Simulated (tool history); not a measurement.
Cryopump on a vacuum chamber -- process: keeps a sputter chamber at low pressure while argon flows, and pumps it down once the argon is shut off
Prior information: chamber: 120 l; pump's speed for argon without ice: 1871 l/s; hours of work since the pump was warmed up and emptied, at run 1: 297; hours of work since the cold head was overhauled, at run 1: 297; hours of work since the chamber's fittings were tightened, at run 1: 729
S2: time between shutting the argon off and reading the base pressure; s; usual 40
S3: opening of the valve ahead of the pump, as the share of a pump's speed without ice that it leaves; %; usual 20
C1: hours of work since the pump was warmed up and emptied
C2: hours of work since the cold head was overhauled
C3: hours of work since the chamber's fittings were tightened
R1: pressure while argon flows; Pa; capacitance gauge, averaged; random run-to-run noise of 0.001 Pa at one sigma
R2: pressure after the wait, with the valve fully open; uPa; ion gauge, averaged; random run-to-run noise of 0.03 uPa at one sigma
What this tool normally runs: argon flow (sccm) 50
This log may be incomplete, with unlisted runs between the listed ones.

Run 1, hour 0: usual settings; C1 297; C2 297; C3 729. Result: R1 0.2439 Pa, R2 1.86 uPa.
Run 2, hour 11.9: usual settings; C1 307; C2 307; C3 739. Result: R1 0.2448 Pa, R2 1.92 uPa.
Run 3, hour 30.3: usual settings but argon flow (sccm) 58; C1 323; C2 323; C3 755. Result: R1 0.2831 Pa, R2 1.88 uPa.
Run 4, hour 49.6: usual settings; C1 339; C2 339; C3 771. Result: R1 0.2505 Pa, R2 1.96 uPa.
Run 5, hour 65.1: usual settings but S3 26 %; C1 352; C2 352; C3 784. Result: R1 0.1948 Pa, R2 1.94 uPa.
At hour 76.5: pump warmed up, emptied and cooled again.
Run 6, hour 87.7: usual settings but S3 26 %; C1 10; C2 367; C3 799. Result: R1 0.1751 Pa, R2 1.77 uPa.
Run 7, hour 106.5: usual settings but S3 26 %; C1 25; C2 383; C3 815. Result: R1 0.1753 Pa, R2 1.79 uPa.
Run 8, hour 124.4: usual settings but S3 26 %; C1 41; C2 398; C3 830. Result: R1 0.1772 Pa, R2 1.8 uPa.
Run 9, hour 133.8: usual settings; C1 49; C2 406; C3 838. Result: R1 0.2286 Pa, R2 1.8 uPa.
Run 10, hour 152: usual settings; C1 64; C2 421; C3 853. Result: R1 0.2295 Pa, R2 1.83 uPa.
Run 11, hour 163.6: usual settings but S2 138 s; C1 74; C2 431; C3 863. Result: R1 0.2287 Pa, R2 0.85 uPa.
Run 12, hour 176.1: usual settings but S2 138 s; C1 84; C2 442; C3 874. Result: R1 0.2321 Pa, R2 0.82 uPa.
Run 13, hour 192.4: usual settings; C1 98; C2 456; C3 887. Result: R1 0.2307 Pa, R2 1.81 uPa.
Run 14, hour 210.7: usual settings; C1 114; C2 471; C3 903. Result: R1 0.2325 Pa, R2 1.79 uPa.
Run 15, hour 231.1: usual settings; C1 131; C2 488; C3 920. Result: R1 0.2314 Pa, R2 1.88 uPa.
Run 16, hour 243.1: usual settings; C1 141; C2 499; C3 930. Result: R1 0.2338 Pa, R2 1.87 uPa.
Run 17, hour 258.8: usual settings but argon flow (sccm) 31; C1 154; C2 512; C3 944. Result: R1 0.1444 Pa, R2 1.88 uPa.
Run 18, hour 273.5: usual settings but argon flow (sccm) 20, S2 118 s; C1 167; C2 524; C3 956. Result: R1 0.0943 Pa, R2 0.93 uPa.
Run 19, hour 285.6: usual settings but argon flow (sccm) 86, S2 118 s, S3 24 %; C1 177; C2 535; C3 966. Result: R1 0.3444 Pa, R2 0.98 uPa.
Run 20, hour 297.3: usual settings but argon flow (sccm) 86, S2 229 s, S3 44 %; C1 187; C2 544; C3 976. Result: R1 0.1928 Pa, R2 0.77 uPa.
Run 21, hour 307.9: usual settings but argon flow (sccm) 35; C1 196; C2 553; C3 985. Result: R1 0.1665 Pa, R2 1.88 uPa.
Run 22, hour 319.8: usual settings but argon flow (sccm) 35, S2 21 s, S3 15 %; C1 206; C2 563; C3 995. Result: R1 0.2181 Pa, R2 3.21 uPa.
Run 23, hour 334.6: usual settings but argon flow (sccm) 74, S2 21 s, S3 21 %; C1 218; C2 576; C3 1008. Result: R1 0.3368 Pa, R2 3.17 uPa.
Run 24, hour 352.1: usual settings but argon flow (sccm) 38, S2 39 s, S3 25 %; C1 233; C2 591; C3 1023. Result: R1 0.1474 Pa, R2 1.95 uPa.
Run 25, hour 370.8: usual settings but argon flow (sccm) 40, S2 48 s; C1 249; C2 607; C3 1038. Result: R1 0.1938 Pa, R2 1.73 uPa.
Run 26, hour 381.1: usual settings but argon flow (sccm) 53, S2 48 s; C1 258; C2 615; C3 1047. Result: R1 0.253 Pa, R2 1.75 uPa.

What does the tool deliver on the next run?
Run 27, hour 398.9: usual settings but argon flow (sccm) 26, S2 164 s; C1 273; C2 630; C3 1062. Result: R1 ?, R2 ?.

R1: 0.1246 Pa
R2: 0.95 uPa
Without the tool's hidden state the same run would have given R1 0.1165 Pa, R2 0.5 uPa.

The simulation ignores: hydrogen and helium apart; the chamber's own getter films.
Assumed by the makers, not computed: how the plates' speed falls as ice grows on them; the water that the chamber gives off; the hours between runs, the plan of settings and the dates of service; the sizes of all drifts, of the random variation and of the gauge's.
